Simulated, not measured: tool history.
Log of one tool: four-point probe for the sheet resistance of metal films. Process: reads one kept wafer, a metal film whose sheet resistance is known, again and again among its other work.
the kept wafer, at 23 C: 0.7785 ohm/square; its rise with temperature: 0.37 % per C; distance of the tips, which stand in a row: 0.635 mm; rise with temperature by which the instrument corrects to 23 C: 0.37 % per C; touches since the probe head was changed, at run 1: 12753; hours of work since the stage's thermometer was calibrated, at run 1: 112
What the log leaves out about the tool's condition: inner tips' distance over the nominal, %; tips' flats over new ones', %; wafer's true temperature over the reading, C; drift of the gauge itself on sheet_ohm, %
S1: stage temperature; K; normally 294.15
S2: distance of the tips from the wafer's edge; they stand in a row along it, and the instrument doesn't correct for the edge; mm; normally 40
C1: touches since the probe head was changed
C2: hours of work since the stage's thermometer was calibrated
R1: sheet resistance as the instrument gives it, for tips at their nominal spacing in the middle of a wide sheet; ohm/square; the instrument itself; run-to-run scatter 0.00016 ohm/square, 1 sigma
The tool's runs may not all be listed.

Run 1, hour 0.0: usual settings; C1 12753; C2 112. Result: R1 0.777003 ohm/square.
Run 2, hour 25.5: usual settings but S2 65 mm; C1 13255; C2 123. Result: R1 0.777096 ohm/square.
Run 3, hour 37.9: usual settings but S2 65 mm; C1 13499; C2 128. Result: R1 0.776672 ohm/square.
Run 4, hour 61.8: usual settings; C1 13972; C2 137. Result: R1 0.776620 ohm/square.
Run 5, hour 78.6: usual settings but S1 292.15 K; C1 14302; C2 144. Result: R1 0.776864 ohm/square.
Run 6, hour 99.7: usual settings; C1 14717; C2 153. Result: R1 0.776922 ohm/square.
Run 7, hour 116.8: usual settings; C1 15055; C2 160. Result: R1 0.776579 ohm/square.
Run 8, hour 137.7: usual settings; C1 15467; C2 168. Result: R1 0.776766 ohm/square.
Run 9, hour 163.1: usual settings but S1 305.15 K, S2 3 mm; C1 15969; C2 179. Result: R1 0.794988 ohm/square.
Run 10, hour 187.7: usual settings but S1 291.15 K, S2 25 mm; C1 16453; C2 189. Result: R1 0.776946 ohm/square.
Run 11, hour 202.9: usual settings but S2 5 mm; C1 16752; C2 195. Result: R1 0.783593 ohm/square.
Run 12, hour 221.3: usual settings but S1 293.15 K; C1 17115; C2 203. Result: R1 0.776891 ohm/square.
Run 13, hour 244.5: usual settings but S1 305.15 K, S2 6 mm; C1 17572; C2 212. Result: R1 0.781145 ohm/square.

Alternative continuations, all from the tool just after run 13; predict every row:
Run A, hour 267.3: usual settings but S1 305.15 K, S2 54 mm; C1 18023; C2 221. Result: R1 ?.
Run B, hour 267.3: usual settings but S1 291.15 K, S2 51 mm; C1 18023; C2 221. Result: R1 ?.
Run C, hour 267.3: usual settings but S1 302.15 K, S2 38 mm; C1 18023; C2 221. Result: R1 ?.
Run D, hour 267.3: usual settings but S2 12 mm; C1 18023; C2 221. Result: R1 ?.
Run E, hour 267.3: usual settings but S1 300.15 K, S2 12 mm; C1 18023; C2 221. Result: R1 ?.

run        R1
  A  0.776466
  B  0.776868
  C  0.776777
  D  0.778026
  E  0.777838
The same runs, with their run-to-run variation unchanged, on a tool lacking any hidden condition would have given:
run        R1
  A  0.778372
  B  0.778772
  C  0.778683
  D  0.779932
  E  0.779746
